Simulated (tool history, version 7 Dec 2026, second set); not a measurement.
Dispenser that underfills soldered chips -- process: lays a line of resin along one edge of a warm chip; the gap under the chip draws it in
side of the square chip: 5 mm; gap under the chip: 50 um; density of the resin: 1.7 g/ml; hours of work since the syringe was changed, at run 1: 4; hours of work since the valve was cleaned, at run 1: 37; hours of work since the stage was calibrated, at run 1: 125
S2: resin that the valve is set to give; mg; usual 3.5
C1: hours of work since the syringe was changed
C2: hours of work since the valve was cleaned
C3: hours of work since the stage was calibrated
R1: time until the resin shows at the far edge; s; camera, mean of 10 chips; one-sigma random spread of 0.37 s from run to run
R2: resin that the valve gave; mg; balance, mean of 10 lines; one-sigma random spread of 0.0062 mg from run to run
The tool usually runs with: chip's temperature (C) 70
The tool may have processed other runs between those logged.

{"run": 1, "hour": 0.0, "chip's temperature (C)": 70, "S2": 3.5, "C1": 4, "C2": 37, "C3": 125, "R1": 29.7, "R2": 3.449}
{"run": 2, "hour": 4.5, "chip's temperature (C)": 65, "S2": 3.5, "C1": 7, "C2": 40, "C3": 128, "R1": 45.8, "R2": 3.447}
{"hour": 7.2, "done": "new syringe of resin"}
{"run": 3, "hour": 14.6, "chip's temperature (C)": 68, "S2": 3.5, "C1": 5, "C2": 46, "C3": 135, "R1": 33.3, "R2": 3.455}
{"run": 4, "hour": 19.5, "chip's temperature (C)": 68, "S2": 3.5, "C1": 8, "C2": 50, "C3": 138, "R1": 43.5, "R2": 3.451}
{"hour": 20.6, "done": "new syringe of resin"}
{"run": 5, "hour": 28.3, "chip's temperature (C)": 70, "S2": 3.5, "C1": 5, "C2": 55, "C3": 144, "R1": 31.9, "R2": 3.423}
{"hour": 31.6, "done": "dispensing valve cleaned and set on the balance"}
{"hour": 35.1, "done": "new syringe of resin"}
{"run": 6, "hour": 36.2, "chip's temperature (C)": 59, "S2": 3.5, "C1": 1, "C2": 3, "C3": 148, "R1": 36, "R2": 3.479}
{"run": 7, "hour": 40.5, "chip's temperature (C)": 59, "S2": 3.5, "C1": 4, "C2": 6, "C3": 151, "R1": 43.7, "R2": 3.474}
{"hour": 48.7, "done": "new syringe of resin"}
{"run": 8, "hour": 50.2, "chip's temperature (C)": 59, "S2": 3.5, "C1": 1, "C2": 12, "C3": 157, "R1": 36, "R2": 3.471}
{"run": 9, "hour": 58.9, "chip's temperature (C)": 70, "S2": 3.5, "C1": 7, "C2": 18, "C3": 163, "R1": 35.7, "R2": 3.47}
{"hour": 62.1, "done": "new syringe of resin"}
{"run": 10, "hour": 64.6, "chip's temperature (C)": 70, "S2": 3.5, "C1": 2, "C2": 22, "C3": 167, "R1": 25, "R2": 3.46}
{"run": 11, "hour": 72.0, "chip's temperature (C)": 70, "S2": 3.24, "C1": 7, "C2": 27, "C3": 172, "R1": 35.6, "R2": 3.198}
{"hour": 76.1, "done": "new syringe of resin"}
{"run": 12, "hour": 81.2, "chip's temperature (C)": 70, "S2": 3.24, "C1": 3, "C2": 33, "C3": 178, "R1": 29.1, "R2": 3.189}
{"run": 13, "hour": 87.0, "chip's temperature (C)": 70, "S2": 3.24, "C1": 7, "C2": 36, "C3": 182, "R1": 37.8, "R2": 3.187}
{"hour": 89.5, "done": "new syringe of resin"}
{"run": 14, "hour": 92.7, "chip's temperature (C)": 57, "S2": 3.69, "C1": 2, "C2": 40, "C3": 185, "R1": 43.6, "R2": 3.617}
{"run": 15, "hour": 97.4, "chip's temperature (C)": 69, "S2": 3.12, "C1": 5, "C2": 43, "C3": 188, "R1": 33.9, "R2": 3.066}
{"run": 16, "hour": 101.8, "chip's temperature (C)": 69, "S2": 3.87, "C1": 8, "C2": 46, "C3": 191, "R1": 41.8, "R2": 3.798}
{"hour": 102.8, "done": "new syringe of resin"}
{"run": 17, "hour": 108.4, "chip's temperature (C)": 69, "S2": 3.87, "C1": 4, "C2": 50, "C3": 196, "R1": 29.7, "R2": 3.786}
{"run": 18, "hour": 115.3, "chip's temperature (C)": 56, "S2": 3.79, "C1": 8, "C2": 55, "C3": 200, "R1": 70.5, "R2": 3.691}
{"hour": 116.1, "done": "new syringe of resin"}
{"hour": 119.4, "done": "dispensing valve cleaned and set on the balance"}
{"run": 19, "hour": 124.1, "chip's temperature (C)": 70, "S2": 3.79, "C1": 5, "C2": 3, "C3": 205, "R1": 30.7, "R2": 3.79}
{"hour": 130.7, "done": "new syringe of resin"}
{"run": 20, "hour": 133.8, "chip's temperature (C)": 73, "S2": 4.41, "C1": 2, "C2": 10, "C3": 212, "R1": 22, "R2": 4.393}
{"hour": 143.9, "done": "new syringe of resin"}
{"run": 21, "hour": 143.9, "chip's temperature (C)": 76, "S2": 3.05, "C1": 0, "C2": 16, "C3": 218, "R1": 17.7, "R2": 3.025}
{"run": 22, "hour": 151.1, "chip's temperature (C)": 78, "S2": 4.04, "C1": 5, "C2": 21, "C3": 223, "R1": 22.5, "R2": 3.999}
{"hour": 157.6, "done": "new syringe of resin"}
{"run": 23, "hour": 158.1, "chip's temperature (C)": 56, "S2": 3.85, "C1": 0, "C2": 25, "C3": 227, "R1": 40.5, "R2": 3.815}
{"run": 24, "hour": 167.6, "chip's temperature (C)": 56, "S2": 3.85, "C1": 7, "C2": 32, "C3": 234, "R1": 63.3, "R2": 3.805}

Alternative continuations, all from the tool just after run 24; predict every row:
{"hour": 170.9, "done": "new syringe of resin"}
{"run": "A", "hour": 175.2, "chip's temperature (C)": 64, "S2": 3.1, "C1": 3, "C2": 37, "C3": 239, "R1": "?", "R2": "?"}
{"hour": 170.9, "done": "new syringe of resin"}
{"run": "B", "hour": 175.2, "chip's temperature (C)": 57, "S2": 4.04, "C1": 3, "C2": 37, "C3": 239, "R1": "?", "R2": "?"}
{"hour": 170.9, "done": "new syringe of resin"}
{"run": "C", "hour": 175.2, "chip's temperature (C)": 56, "S2": 3.53, "C1": 3, "C2": 37, "C3": 239, "R1": "?", "R2": "?"}

run=A R1=35.5 R2=3.048
run=B R1=46.1 R2=3.977
run=C R1=48.4 R2=3.481
With no hidden state in the tool, these same runs would have given:
run=A R1=27.2 R2=3.092
run=B R1=35.5 R2=4.034
run=C R1=37.3 R2=3.532
